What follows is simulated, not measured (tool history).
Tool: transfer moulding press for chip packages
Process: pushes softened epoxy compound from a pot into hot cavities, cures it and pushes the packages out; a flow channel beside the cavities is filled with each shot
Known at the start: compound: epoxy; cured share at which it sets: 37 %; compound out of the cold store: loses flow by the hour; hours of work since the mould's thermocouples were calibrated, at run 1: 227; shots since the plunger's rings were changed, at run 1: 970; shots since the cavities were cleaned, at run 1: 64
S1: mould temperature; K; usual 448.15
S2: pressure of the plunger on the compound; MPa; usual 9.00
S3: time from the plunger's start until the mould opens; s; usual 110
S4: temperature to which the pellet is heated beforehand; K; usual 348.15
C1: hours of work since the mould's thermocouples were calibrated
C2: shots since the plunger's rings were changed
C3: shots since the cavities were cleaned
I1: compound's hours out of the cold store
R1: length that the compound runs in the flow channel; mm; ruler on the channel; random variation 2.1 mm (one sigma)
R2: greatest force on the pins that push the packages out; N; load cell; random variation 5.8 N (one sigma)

| run | hour | S1 | S2 | S3 | S4 | C1 | C2 | C3 | I1 | R1 | R2 |
|---|---|---|---|---|---|---|---|---|---|---|---|
| 1 | 0.0 | 448.15 | 9.00 | 110 | 348.15 | 227 | 970 | 64 | 9.5 | 565 | 234 |
| 2 | 21.0 | 448.15 | 9.00 | 110 | 348.15 | 240 | 1187 | 281 | 16.3 | 550 | 277 |
| 3 | 44.6 | 448.15 | 9.00 | 110 | 348.15 | 255 | 1433 | 527 | 45.9 | 490 | 319 |
|  | 54.9 | cavities cleaned with cleaning compound and waxed |
| 4 | 60.2 | 448.15 | 9.00 | 110 | 348.15 | 263 | 1579 | 55 | 39.2 | 499 | 227 |
| 5 | 84.1 | 448.15 | 9.00 | 110 | 348.15 | 278 | 1826 | 302 | 9.3 | 563 | 298 |
| 6 | 94.1 | 448.15 | 9.00 | 110 | 348.15 | 284 | 1930 | 406 | 9.2 | 565 | 312 |
| 7 | 105.0 | 448.15 | 9.00 | 110 | 349.15 | 291 | 2043 | 519 | 19.8 | 539 | 308 |
|  | 116.5 | cavities cleaned with cleaning compound and waxed |
| 8 | 122.7 | 448.15 | 9.00 | 110 | 349.15 | 300 | 2211 | 64 | 33.1 | 508 | 232 |
| 9 | 136.1 | 442.15 | 9.00 | 110 | 348.15 | 309 | 2350 | 203 | 29.8 | 524 | 345 |
| 10 | 151.2 | 442.15 | 9.00 | 110 | 348.15 | 318 | 2507 | 360 | 20.8 | 543 | 409 |
| 11 | 174.3 | 448.15 | 9.00 | 110 | 348.15 | 332 | 2747 | 600 | 37.5 | 498 | 321 |
|  | 177.9 | cavities cleaned with cleaning compound and waxed |
| 12 | 187.5 | 448.15 | 9.00 | 102 | 348.15 | 339 | 2867 | 99 | 39.0 | 493 | 259 |
| 13 | 200.7 | 448.15 | 9.00 | 102 | 348.15 | 347 | 3004 | 236 | 20.5 | 532 | 311 |
| 14 | 219.8 | 448.15 | 9.00 | 112 | 345.15 | 359 | 3203 | 435 | 24.5 | 522 | 298 |
|  | 239.3 | cavities cleaned with cleaning compound and waxed |
| 15 | 245.1 | 448.15 | 9.00 | 112 | 345.15 | 373 | 3450 | 61 | 37.1 | 494 | 223 |
|  | 260.7 | mould's thermocouples calibrated |
| 16 | 270.3 | 448.15 | 7.01 | 110 | 348.15 | 6 | 3690 | 301 | 8.5 | 489 | 288 |
| 17 | 286.7 | 446.15 | 7.01 | 110 | 348.15 | 16 | 3861 | 472 | 32.1 | 446 | 322 |
|  | 302.8 | cavities cleaned with cleaning compound and waxed |
| 18 | 305.0 | 448.15 | 9.00 | 110 | 343.15 | 26 | 4034 | 22 | 38.5 | 488 | 215 |
| 19 | 324.6 | 448.15 | 7.92 | 110 | 350.15 | 38 | 4238 | 226 | 18.1 | 493 | 276 |
| 20 | 344.9 | 451.15 | 7.92 | 147 | 350.15 | 50 | 4448 | 436 | 32.2 | 463 | 281 |
|  | 364.0 | cavities cleaned with cleaning compound and waxed |
| 21 | 369.6 | 442.15 | 9.00 | 111 | 341.15 | 65 | 4688 | 57 | 23.1 | 527 | 300 |
|  | 374.1 | plunger's sealing rings changed |
| 22 | 382.2 | 448.15 | 10.87 | 110 | 348.15 | 71 | 85 | 163 | 31.5 | 574 | 250 |
| 23 | 403.9 | 450.15 | 7.57 | 128 | 354.15 | 84 | 309 | 387 | 36.6 | 462 | 275 |
| 24 | 416.2 | 450.15 | 7.57 | 128 | 354.15 | 91 | 437 | 515 | 24.9 | 485 | 282 |
|  | 426.5 | cavities cleaned with cleaning compound and waxed |
| 25 | 432.7 | 448.15 | 8.13 | 126 | 350.15 | 101 | 592 | 64 | 15.2 | 526 | 209 |

Measured less the same run without the tool's hidden state. The same run-to-run variation is in both; the gauge's scatter may not be:
The hidden state here: true mould temperature over the reading, C; pressure that reaches the compound, % of what is set; grip of the stained cavities, % over clean ones'; drift of the gauge itself on flow_mm, %; drift of the gauge itself on push_out_n, %.
| run | R1 | R2 |
|---|---|---|
| 1 | -5 | +20 |
| 2 | -7 | +70 |
| 3 | -7 | +108 |
| 4 | -8 | +22 |
| 5 | -9 | +85 |
| 6 | -10 | +96 |
| 7 | -11 | +106 |
| 8 | -11 | +23 |
| 9 | -12 | +79 |
| 10 | -13 | +122 |
| 11 | -14 | +114 |
| 12 | -13 | +38 |
| 13 | -15 | +76 |
| 14 | -16 | +96 |
| 15 | -16 | +20 |
| 16 | -18 | +76 |
| 17 | -17 | +104 |
| 18 | -20 | +6 |
| 19 | -22 | +58 |
| 20 | -21 | +87 |
| 21 | -26 | +25 |
| 22 | -1 | +49 |
| 23 | -2 | +84 |
| 24 | -3 | +95 |
| 25 | -4 | +20 |
